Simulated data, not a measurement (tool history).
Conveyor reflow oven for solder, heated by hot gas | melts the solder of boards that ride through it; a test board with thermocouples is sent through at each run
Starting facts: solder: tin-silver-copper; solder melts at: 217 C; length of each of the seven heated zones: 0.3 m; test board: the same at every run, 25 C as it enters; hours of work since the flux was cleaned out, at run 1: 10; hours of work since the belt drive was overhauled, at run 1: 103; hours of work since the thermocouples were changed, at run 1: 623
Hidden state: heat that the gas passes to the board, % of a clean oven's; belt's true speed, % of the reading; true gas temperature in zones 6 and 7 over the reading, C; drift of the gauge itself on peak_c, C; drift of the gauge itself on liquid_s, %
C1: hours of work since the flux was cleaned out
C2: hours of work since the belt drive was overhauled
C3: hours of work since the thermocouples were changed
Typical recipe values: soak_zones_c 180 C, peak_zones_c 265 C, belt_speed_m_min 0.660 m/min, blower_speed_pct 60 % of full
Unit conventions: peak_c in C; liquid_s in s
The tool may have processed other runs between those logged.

run 1 day=0.000 | soak_zones_c=180 peak_zones_c=265 belt_speed_m_min=0.660 blower_speed_pct=60 | C1=10 C2=103 C3=623 | peak_c=249.4 liquid_s=40.0
run 2 day=0.250 | soak_zones_c=180 peak_zones_c=265 belt_speed_m_min=0.660 blower_speed_pct=60 | C1=13 C2=107 C3=626 | peak_c=248.8 liquid_s=40.1
run 3 day=0.512 | soak_zones_c=180 peak_zones_c=265 belt_speed_m_min=0.660 blower_speed_pct=56 | C1=17 C2=111 C3=630 | peak_c=248.1 liquid_s=39.0
run 4 day=1.062 | soak_zones_c=180 peak_zones_c=265 belt_speed_m_min=0.660 blower_speed_pct=56 | C1=25 C2=118 C3=638 | peak_c=248.0 liquid_s=38.9
run 5 day=1.354 | soak_zones_c=180 peak_zones_c=265 belt_speed_m_min=0.660 blower_speed_pct=56 | C1=29 C2=123 C3=642 | peak_c=247.7 liquid_s=39.0
run 6 day=1.821 | soak_zones_c=180 peak_zones_c=261 belt_speed_m_min=0.660 blower_speed_pct=60 | C1=36 C2=129 C3=649 | peak_c=245.7 liquid_s=37.8
run 7 day=2.383 | soak_zones_c=180 peak_zones_c=264 belt_speed_m_min=0.660 blower_speed_pct=60 | C1=44 C2=138 C3=657 | peak_c=248.3 liquid_s=39.4
run 8 day=2.821 | soak_zones_c=180 peak_zones_c=264 belt_speed_m_min=0.660 blower_speed_pct=60 | C1=50 C2=144 C3=663 | peak_c=248.0 liquid_s=39.4
run 9 day=3.312 | soak_zones_c=180 peak_zones_c=264 belt_speed_m_min=0.660 blower_speed_pct=60 | C1=58 C2=151 C3=671 | peak_c=248.0 liquid_s=39.6
run 10 day=3.617 | soak_zones_c=180 peak_zones_c=264 belt_speed_m_min=0.660 blower_speed_pct=60 | C1=62 C2=156 C3=675 | peak_c=247.8 liquid_s=39.6
run 11 day=4.017 | soak_zones_c=166 peak_zones_c=264 belt_speed_m_min=0.660 blower_speed_pct=60 | C1=68 C2=161 C3=681 | peak_c=245.0 liquid_s=34.0
run 12 day=4.250 | soak_zones_c=166 peak_zones_c=264 belt_speed_m_min=0.660 blower_speed_pct=60 | C1=71 C2=165 C3=684 | peak_c=244.9 liquid_s=34.1
run 13 day=4.496 | soak_zones_c=180 peak_zones_c=260 belt_speed_m_min=0.660 blower_speed_pct=53 | C1=75 C2=168 C3=688 | peak_c=242.2 liquid_s=34.9
-- day=4.742 flux residue cleaned out of gas plates and filters
run 14 day=5.083 | soak_zones_c=171 peak_zones_c=260 belt_speed_m_min=0.660 blower_speed_pct=53 | C1=5 C2=174 C3=693 | peak_c=240.5 liquid_s=31.0
run 15 day=5.588 | soak_zones_c=171 peak_zones_c=260 belt_speed_m_min=0.660 blower_speed_pct=53 | C1=12 C2=181 C3=701 | peak_c=240.2 liquid_s=31.0
-- day=5.988 flux residue cleaned out of gas plates and filters, once more
run 16 day=6.208 | soak_zones_c=192 peak_zones_c=274 belt_speed_m_min=0.585 blower_speed_pct=60 | C1=3 C2=187 C3=707 | peak_c=262.4 liquid_s=56.6
run 17 day=6.529 | soak_zones_c=176 peak_zones_c=270 belt_speed_m_min=0.587 blower_speed_pct=50 | C1=8 C2=192 C3=711 | peak_c=253.5 liquid_s=46.4
run 18 day=6.925 | soak_zones_c=176 peak_zones_c=279 belt_speed_m_min=0.611 blower_speed_pct=50 | C1=14 C2=197 C3=717 | peak_c=259.3 liquid_s=47.0
run 19 day=7.433 | soak_zones_c=176 peak_zones_c=279 belt_speed_m_min=0.611 blower_speed_pct=50 | C1=21 C2=205 C3=724 | peak_c=259.3 liquid_s=47.6
run 20 day=7.954 | soak_zones_c=178 peak_zones_c=265 belt_speed_m_min=0.704 blower_speed_pct=60 | C1=29 C2=212 C3=732 | peak_c=245.6 liquid_s=34.8
run 21 day=8.412 | soak_zones_c=180 peak_zones_c=265 belt_speed_m_min=0.549 blower_speed_pct=60 | C1=35 C2=219 C3=738 | peak_c=254.5 liquid_s=52.8
run 22 day=8.721 | soak_zones_c=180 peak_zones_c=266 belt_speed_m_min=0.628 blower_speed_pct=60 | C1=40 C2=223 C3=743 | peak_c=251.2 liquid_s=43.9

Below are 3 alternative next runs, each starting from the tool's condition after run 22. Predict each:
run A day=9.275 | soak_zones_c=180 peak_zones_c=278 belt_speed_m_min=0.687 blower_speed_pct=57 | C1=48 C2=231 C3=751 | peak_c=? liquid_s=?
run B day=9.275 | soak_zones_c=173 peak_zones_c=266 belt_speed_m_min=0.733 blower_speed_pct=79 | C1=48 C2=231 C3=751 | peak_c=? liquid_s=?
run C day=9.275 | soak_zones_c=167 peak_zones_c=269 belt_speed_m_min=0.660 blower_speed_pct=80 | C1=48 C2=231 C3=751 | peak_c=? liquid_s=?

run=A peak_c=257.2 liquid_s=42.5
run=B peak_c=250.7 liquid_s=34.8
run=C peak_c=255.2 liquid_s=41.1
Had the tool no hidden state, the same runs would have come out as:
run=A peak_c=256.1 liquid_s=41.8
run=B peak_c=249.7 liquid_s=34.2
run=C peak_c=254.1 liquid_s=40.5
